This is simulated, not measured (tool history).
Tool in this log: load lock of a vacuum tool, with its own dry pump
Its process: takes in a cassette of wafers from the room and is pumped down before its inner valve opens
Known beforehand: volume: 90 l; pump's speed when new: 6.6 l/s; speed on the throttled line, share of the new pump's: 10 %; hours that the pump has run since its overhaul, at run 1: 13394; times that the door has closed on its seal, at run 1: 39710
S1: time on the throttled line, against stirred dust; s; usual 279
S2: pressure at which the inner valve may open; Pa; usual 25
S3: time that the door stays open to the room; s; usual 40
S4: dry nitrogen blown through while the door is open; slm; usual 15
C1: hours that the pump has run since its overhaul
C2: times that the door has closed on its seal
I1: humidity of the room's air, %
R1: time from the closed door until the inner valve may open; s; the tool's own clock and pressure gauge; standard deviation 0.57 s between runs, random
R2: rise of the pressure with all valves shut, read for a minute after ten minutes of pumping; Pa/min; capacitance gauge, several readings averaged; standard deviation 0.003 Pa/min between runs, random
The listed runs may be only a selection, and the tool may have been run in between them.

Run 1, hour 0.0: usual settings; C1 13394; C2 39710; I1 44.9. Result: R1 375.9 s, R2 0.371 Pa/min.
Run 2, hour 275.1: usual settings but S1 421 s; C1 13669; C2 40677; I1 46.0. Result: R1 502.0 s, R2 0.379 Pa/min.
Run 3, hour 521.6: usual settings but S1 421 s; C1 13916; C2 41544; I1 44.2. Result: R1 500.8 s, R2 0.385 Pa/min.
At hour 746.9: dry pump taken out, an overhauled one fitted.
Run 4, hour 811.9: usual settings but S1 323 s; C1 65; C2 42544; I1 42.3. Result: R1 403.4 s, R2 0.403 Pa/min.
Run 5, hour 1064.9: usual settings but S1 323 s; C1 318; C2 43433; I1 45.0. Result: R1 403.5 s, R2 0.408 Pa/min.
Run 6, hour 1210.3: usual settings but S1 323 s; C1 463; C2 43944; I1 43.4. Result: R1 403.5 s, R2 0.417 Pa/min.
Run 7, hour 1491.8: usual settings but S1 323 s; C1 745; C2 44934; I1 43.8. Result: R1 403.6 s, R2 0.420 Pa/min.
Run 8, hour 1679.1: usual settings; C1 932; C2 45592; I1 45.3. Result: R1 364.1 s, R2 0.442 Pa/min.
Run 9, hour 1980.1: usual settings but S3 28 s; C1 1233; C2 46650; I1 47.1. Result: R1 365.3 s, R2 0.443 Pa/min.
Run 10, hour 2136.4: usual settings but S3 28 s; C1 1390; C2 47200; I1 45.0. Result: R1 365.3 s, R2 0.454 Pa/min.
Run 11, hour 2369.2: usual settings but S1 167 s, S3 28 s; C1 1622; C2 48018; I1 46.3. Result: R1 264.0 s, R2 0.472 Pa/min.
Run 12, hour 2516.5: usual settings but S1 167 s, S3 28 s; C1 1770; C2 48536; I1 45.9. Result: R1 264.6 s, R2 0.463 Pa/min.
Run 13, hour 2801.4: usual settings but S1 167 s, S3 28 s; C1 2055; C2 49538; I1 44.6. Result: R1 265.6 s, R2 0.484 Pa/min.
Run 14, hour 3002.4: usual settings but S1 167 s, S3 28 s; C1 2256; C2 50244; I1 45.0. Result: R1 264.9 s, R2 0.500 Pa/min.
Run 15, hour 3212.2: usual settings but S1 167 s, S3 58 s; C1 2465; C2 50982; I1 45.9. Result: R1 264.9 s, R2 0.519 Pa/min.
Run 16, hour 3397.4: usual settings but S1 330 s, S3 58 s; C1 2650; C2 51633; I1 45.8. Result: R1 411.7 s, R2 0.531 Pa/min.
Run 17, hour 3569.1: usual settings but S1 330 s, S3 58 s; C1 2822; C2 52236; I1 46.1. Result: R1 411.2 s, R2 0.525 Pa/min.
Run 18, hour 3868.5: usual settings but S1 330 s, S3 58 s; C1 3122; C2 53289; I1 44.0. Result: R1 412.0 s, R2 0.548 Pa/min.
Run 19, hour 4078.8: usual settings but S1 330 s, S3 58 s; C1 3332; C2 54028; I1 46.1. Result: R1 413.3 s, R2 0.565 Pa/min.
Run 20, hour 4310.5: usual settings but S3 228 s; C1 3564; C2 54843; I1 45.7. Result: R1 367.9 s, R2 0.603 Pa/min.
Run 21, hour 4580.4: usual settings but S1 217 s, S2 24 Pa; C1 3833; C2 55792; I1 44.2. Result: R1 311.6 s, R2 0.579 Pa/min.
Run 22, hour 4762.3: usual settings but S1 217 s, S2 24 Pa, S3 49 s; C1 4015; C2 56431; I1 41.9. Result: R1 311.9 s, R2 0.591 Pa/min.
At hour 4979.3: door's seal changed, seat wiped.
Run 23, hour 5062.9: usual settings but S1 179 s, S2 31 Pa, S4 25 slm; C1 4314; C2 294; I1 44.8. Result: R1 274.7 s, R2 0.027 Pa/min.
Run 24, hour 5346.9: usual settings but S1 235 s, S3 43 s; C1 4599; C2 1292; I1 40.9. Result: R1 327.9 s, R2 0.039 Pa/min.
Run 25, hour 5483.1: usual settings but S1 164 s, S3 71 s; C1 4735; C2 1771; I1 42.8. Result: R1 264.1 s, R2 0.049 Pa/min.
Run 26, hour 5749.6: usual settings but S1 164 s, S3 71 s; C1 5001; C2 2708; I1 45.2. Result: R1 264.5 s, R2 0.049 Pa/min.
Run 27, hour 5879.3: usual settings but S1 169 s, S4 27 slm; C1 5131; C2 3164; I1 46.3. Result: R1 268.9 s, R2 0.038 Pa/min.
Run 28, hour 6061.7: usual settings but S2 38 Pa; C1 5313; C2 3805; I1 47.5. Result: R1 361.3 s, R2 0.048 Pa/min.
Run 29, hour 6334.4: usual settings but S2 38 Pa; C1 5586; C2 4764; I1 44.9. Result: R1 361.8 s, R2 0.055 Pa/min.
Run 30, hour 6519.0: usual settings but S1 195 s, S2 44 Pa, S4 6 slm; C1 5771; C2 5413; I1 46.6. Result: R1 284.4 s, R2 0.070 Pa/min.
Run 31, hour 6796.1: usual settings but S1 551 s, S2 26 Pa, S3 104 s, S4 40 slm; C1 6048; C2 6387; I1 44.2. Result: R1 612.4 s, R2 0.051 Pa/min.

Below are 3 alternative next runs, each starting from the tool's condition after run 31. Predict each:
Run A, hour 6930.9: usual settings but S1 225 s, S2 34 Pa, S4 7 slm; C1 6182; C2 6861; I1 42.3. Result: R1 ?, R2 ?.
Run B, hour 6930.9: usual settings but S1 551 s, S2 26 Pa, S3 138 s, S4 40 slm; C1 6182; C2 6861; I1 45.4. Result: R1 ?, R2 ?.
Run C, hour 6930.9: usual settings but S1 550 s, S2 46 Pa, S3 104 s, S4 30 slm; C1 6182; C2 6861; I1 42.1. Result: R1 ?, R2 ?.

run     R1     R2
  A  315.1  0.067
  B  611.7  0.057
  C  602.5  0.064
Without the tool's hidden state the same runs would have given:
run     R1     R2
  A  312.1  0.041
  B  609.7  0.031
  C  600.8  0.038
